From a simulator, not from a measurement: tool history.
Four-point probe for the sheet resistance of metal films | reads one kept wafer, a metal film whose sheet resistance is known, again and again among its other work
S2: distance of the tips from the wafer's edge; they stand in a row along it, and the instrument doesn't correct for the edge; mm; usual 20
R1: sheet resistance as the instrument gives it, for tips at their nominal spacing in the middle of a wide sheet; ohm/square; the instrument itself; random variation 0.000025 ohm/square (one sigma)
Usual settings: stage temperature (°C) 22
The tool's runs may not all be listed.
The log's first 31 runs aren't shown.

run 32 hour=1640.6 | stage_temperature_(°C)=28 S2=44 | R1=0.126424
run 33 hour=1708.9 | stage_temperature_(°C)=33 S2=44 | R1=0.126608
run 34 hour=1762.3 | stage_temperature_(°C)=27 S2=5 | R1=0.129003
run 35 hour=1825.8 | stage_temperature_(°C)=24 S2=9 | R1=0.127057
run 36 hour=1878.7 | stage_temperature_(°C)=21 S2=11 | R1=0.126764
run 37 hour=1908.7 | stage_temperature_(°C)=30 S2=24 | R1=0.126614
run 38 hour=1956.6 | stage_temperature_(°C)=19 S2=5 | R1=0.128712
run 39 hour=2023.5 | stage_temperature_(°C)=19 S2=22 | R1=0.126207
run 40 hour=2071.1 | stage_temperature_(°C)=19 S2=22 | R1=0.126198
run 41 hour=2143.1 | stage_temperature_(°C)=33 S2=27 | R1=0.126684
run 42 hour=2211.2 | stage_temperature_(°C)=30 S2=8 | R1=0.127557
run 43 hour=2281 | stage_temperature_(°C)=30 S2=5 | R1=0.129153
run 44 hour=2315.6 | stage_temperature_(°C)=32 S2=55 | R1=0.126514
run 45 hour=2354.5 | stage_temperature_(°C)=32 S2=55 | R1=0.126573
run 46 hour=2411.2 | stage_temperature_(°C)=22 S2=21 | R1=0.12634

Forecast each of these 3 alternatives for the next run:
run A hour=2480.1 | stage_temperature_(°C)=29 S2=21 | R1=?
run B hour=2480.1 | stage_temperature_(°C)=22 S2=20 | R1=?
run C hour=2480.1 | stage_temperature_(°C)=28 S2=4 | R1=?

run=A R1=0.126583
run=B R1=0.126353
run=C R1=0.130503
Without the tool's hidden state the same runs would have given:
run=A R1=0.126581
run=B R1=0.126352
run=C R1=0.130501
